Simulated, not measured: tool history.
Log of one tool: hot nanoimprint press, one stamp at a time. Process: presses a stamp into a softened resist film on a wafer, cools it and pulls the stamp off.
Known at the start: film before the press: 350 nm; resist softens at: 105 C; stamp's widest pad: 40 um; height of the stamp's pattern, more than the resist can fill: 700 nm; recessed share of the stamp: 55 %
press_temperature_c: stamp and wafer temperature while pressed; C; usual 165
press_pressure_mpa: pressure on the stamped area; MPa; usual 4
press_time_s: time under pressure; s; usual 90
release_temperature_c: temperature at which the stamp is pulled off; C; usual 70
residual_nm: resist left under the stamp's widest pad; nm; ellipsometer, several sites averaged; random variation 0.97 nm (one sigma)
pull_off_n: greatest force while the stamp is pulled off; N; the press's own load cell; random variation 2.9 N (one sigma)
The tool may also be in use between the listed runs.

run    hour  press_temperature_c  press_pressure_mpa  press_time_s  release_temperature_c  residual_nm  pull_off_n
  1       0                  165                   4            90                     70        191.1         137
        9.3  -- plate thermocouple calibrated
  2    80.5                  165                   4            90                     70        189.4         136
  3     160                  165                4.54            90                     70        180.7         134
  4   232.1                  165                   4            90                     58        191.4         148
      268.5  -- stamp cleaned and given a new release coat
  5     314                  165                   4            90                     58        192.1         145
  6   354.1                  165                   4           126                     70        172.2         135
  7     422                  165                   4           126                     70        171.6         139
  8   488.6                  165                   4           126                     70        170.8         136
  9   528.9                  165                   4           126                     70        170.1         139
 10   598.6                  165                   4           126                     70        170.3         148
 11   682.6                  165                   4            90                     71        192.2         132
      728.1  -- stamp cleaned and given a new release coat
 12   749.9                  165                   4            90                     71        191.7         135
 13   801.1                  165                   4            90                     71        189.8         136
 14   870.2                  165                   4            90                     71          191         138
 15   949.8                  161                   4            90                     71        231.3         133
 16  1011.9                  161                   4            90                     71        229.7         141
 17  1094.1                  156                   4           115                     74        265.6         134
 18  1166.4                  165                   4            72                     70        202.3         139
     1184.8  -- stamp cleaned and given a new release coat
 19  1215.9                  165                   4            72                     70        205.4         136
 20  1267.7                  165                   4            72                     70        204.7         141
     1300.1  -- plate thermocouple calibrated
 21  1328.2                  158                5.35            70                     65        253.8         143
 22  1382.5                  158                5.72            70                     65        243.3         139
     1406.7  -- press's hydraulic seals changed and the load cell set to zero
 23  1439.4                  172                   4            81                     70        138.7         140
 24  1480.8                  157                   4            76                     70          280         137
 25  1551.3                  155                3.22            61                     67        315.5         140
 26  1627.2                  173                4.95            90                     70        112.8         137
     1652.9  -- stamp cleaned and given a new release coat
 27  1718.1                  173                4.95            90                     70        113.2         140
 28  1787.5                  173                4.95            90                     70        113.2         135
 29  1850.8                  166                   4            57                     70        210.9         140

Forecast each of these 3 alternatives for the next run:
  A  1901.3                  165                   4            90                     66            ?           ?
  B  1901.3                  155                6.34            76                     70            ?           ?
  C  1901.3                  175                   4            81                     70            ?           ?

run  residual_nm  pull_off_n
  A        191.1         147
  B        265.3         135
  C        119.7         133
Without the tool's hidden state the same runs would have given:
run  residual_nm  pull_off_n
  A        191.3         146
  B        265.5         134
  C        119.9         132
